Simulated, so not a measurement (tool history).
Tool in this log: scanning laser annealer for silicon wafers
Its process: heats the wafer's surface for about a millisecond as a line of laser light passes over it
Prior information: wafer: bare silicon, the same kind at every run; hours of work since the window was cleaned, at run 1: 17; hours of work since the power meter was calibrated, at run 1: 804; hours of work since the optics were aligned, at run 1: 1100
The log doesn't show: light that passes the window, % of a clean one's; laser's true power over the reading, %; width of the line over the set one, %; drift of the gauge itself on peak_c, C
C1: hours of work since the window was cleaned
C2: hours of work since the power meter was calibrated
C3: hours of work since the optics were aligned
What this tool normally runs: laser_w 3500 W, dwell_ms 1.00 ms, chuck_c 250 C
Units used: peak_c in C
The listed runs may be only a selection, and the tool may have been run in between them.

run 1 hour=0.0 | laser_w=3500 dwell_ms=1.00 chuck_c=250 | C1=17 C2=804 C3=1100 | peak_c=1033
run 2 hour=39.3 | laser_w=3500 dwell_ms=1.00 chuck_c=250 | C1=38 C2=825 C3=1120 | peak_c=1032
run 3 hour=111.8 | laser_w=3500 dwell_ms=0.70 chuck_c=250 | C1=76 C2=862 C3=1158 | peak_c=899
run 4 hour=179.7 | laser_w=3500 dwell_ms=1.12 chuck_c=250 | C1=111 C2=898 C3=1194 | peak_c=1077
run 5 hour=231.4 | laser_w=3500 dwell_ms=1.12 chuck_c=250 | C1=138 C2=925 C3=1221 | peak_c=1078
run 6 hour=286.0 | laser_w=3500 dwell_ms=1.00 chuck_c=250 | C1=166 C2=953 C3=1249 | peak_c=1026
run 7 hour=349.5 | laser_w=3500 dwell_ms=1.00 chuck_c=250 | C1=200 C2=986 C3=1282 | peak_c=1026
run 8 hour=399.7 | laser_w=3500 dwell_ms=1.00 chuck_c=250 | C1=226 C2=1012 C3=1308 | peak_c=1027
run 9 hour=431.3 | laser_w=3500 dwell_ms=1.00 chuck_c=250 | C1=242 C2=1029 C3=1325 | peak_c=1022
run 10 hour=496.5 | laser_w=3500 dwell_ms=1.00 chuck_c=250 | C1=276 C2=1063 C3=1359 | peak_c=1019
run 11 hour=552.2 | laser_w=3500 dwell_ms=1.00 chuck_c=250 | C1=305 C2=1092 C3=1388 | peak_c=1024
run 12 hour=602.4 | laser_w=3500 dwell_ms=1.00 chuck_c=250 | C1=331 C2=1118 C3=1414 | peak_c=1018
run 13 hour=660.5 | laser_w=3063 dwell_ms=1.00 chuck_c=250 | C1=362 C2=1148 C3=1444 | peak_c=919
run 14 hour=699.9 | laser_w=3063 dwell_ms=1.00 chuck_c=250 | C1=382 C2=1169 C3=1465 | peak_c=919
run 15 hour=770.1 | laser_w=3063 dwell_ms=1.00 chuck_c=250 | C1=419 C2=1206 C3=1501 | peak_c=915
run 16 hour=840.2 | laser_w=3500 dwell_ms=1.00 chuck_c=283 | C1=455 C2=1242 C3=1538 | peak_c=1048
run 17 hour=883.6 | laser_w=3523 dwell_ms=1.00 chuck_c=283 | C1=478 C2=1265 C3=1561 | peak_c=1053
-- hour=938.2 optics aligned, line set to its width
run 18 hour=938.2 | laser_w=3523 dwell_ms=1.00 chuck_c=283 | C1=504 C2=1291 C3=0 | peak_c=1065
run 19 hour=986.9 | laser_w=3523 dwell_ms=1.00 chuck_c=283 | C1=529 C2=1316 C3=25 | peak_c=1064
run 20 hour=1057.9 | laser_w=3500 dwell_ms=0.87 chuck_c=250 | C1=566 C2=1353 C3=62 | peak_c=968
run 21 hour=1116.6 | laser_w=3039 dwell_ms=1.00 chuck_c=250 | C1=597 C2=1384 C3=93 | peak_c=914
run 22 hour=1167.0 | laser_w=3820 dwell_ms=1.00 chuck_c=275 | C1=623 C2=1410 C3=119 | peak_c=1117
run 23 hour=1197.2 | laser_w=3559 dwell_ms=0.78 chuck_c=278 | C1=639 C2=1426 C3=135 | peak_c=967
run 24 hour=1264.6 | laser_w=3559 dwell_ms=0.78 chuck_c=278 | C1=674 C2=1461 C3=170 | peak_c=964
run 25 hour=1300.1 | laser_w=3559 dwell_ms=0.78 chuck_c=278 | C1=693 C2=1479 C3=189 | peak_c=964
run 26 hour=1350.8 | laser_w=3559 dwell_ms=0.78 chuck_c=278 | C1=719 C2=1506 C3=215 | peak_c=962
run 27 hour=1389.3 | laser_w=3500 dwell_ms=1.00 chuck_c=260 | C1=739 C2=1526 C3=235 | peak_c=1023
run 28 hour=1439.2 | laser_w=3650 dwell_ms=1.08 chuck_c=253 | C1=765 C2=1552 C3=261 | peak_c=1085
run 29 hour=1484.9 | laser_w=3650 dwell_ms=1.08 chuck_c=253 | C1=789 C2=1576 C3=285 | peak_c=1079
run 30 hour=1550.5 | laser_w=3636 dwell_ms=1.08 chuck_c=234 | C1=823 C2=1610 C3=319 | peak_c=1057
run 31 hour=1581.9 | laser_w=3706 dwell_ms=0.84 chuck_c=232 | C1=839 C2=1626 C3=336 | peak_c=971
-- hour=1593.4 window over the wafer cleaned
run 32 hour=1620.6 | laser_w=3599 dwell_ms=1.22 chuck_c=222 | C1=14 C2=1645 C3=355 | peak_c=1113
run 33 hour=1667.6 | laser_w=3599 dwell_ms=1.10 chuck_c=289 | C1=39 C2=1670 C3=379 | peak_c=1130
run 34 hour=1735.0 | laser_w=3599 dwell_ms=1.10 chuck_c=289 | C1=74 C2=1705 C3=414 | peak_c=1133
run 35 hour=1786.2 | laser_w=3599 dwell_ms=1.10 chuck_c=289 | C1=100 C2=1732 C3=441 | peak_c=1128
run 36 hour=1850.7 | laser_w=3599 dwell_ms=1.10 chuck_c=289 | C1=134 C2=1765 C3=475 | peak_c=1125
run 37 hour=1920.7 | laser_w=3599 dwell_ms=1.10 chuck_c=289 | C1=171 C2=1802 C3=511 | peak_c=1126
run 38 hour=1973.2 | laser_w=3500 dwell_ms=1.01 chuck_c=288 | C1=198 C2=1829 C3=539 | peak_c=1066
run 39 hour=2022.0 | laser_w=3750 dwell_ms=1.00 chuck_c=250 | C1=223 C2=1855 C3=564 | peak_c=1078
run 40 hour=2062.7 | laser_w=3750 dwell_ms=0.72 chuck_c=250 | C1=245 C2=1876 C3=585 | peak_c=949
run 41 hour=2119.0 | laser_w=3750 dwell_ms=1.23 chuck_c=248 | C1=274 C2=1905 C3=615 | peak_c=1165
run 42 hour=2183.8 | laser_w=3281 dwell_ms=1.00 chuck_c=285 | C1=308 C2=1939 C3=648 | peak_c=1001

Entry by entry between the runs, the difference in hidden state between the last listed run before and the first listed run after:
Between runs 17 and 18: optics aligned, line set to its width (hour 938.2)
  light that passes the window, % of a clean one's: 98.43 -> 98.35; laser's true power over the reading, %: -1.39 -> -1.42; width of the line over the set one, %: 3.45 -> 0.18
  measured less the result without the state, peak_c: -40 -> -27 C
Between runs 31 and 32: window over the wafer cleaned (hour 1593.4)
  light that passes the window, % of a clean one's: 97.25 -> 99.67; laser's true power over the reading, %: -1.76 -> -1.78; width of the line over the set one, %: 0.92 -> 0.96
  measured less the result without the state, peak_c: -41 -> -26 C
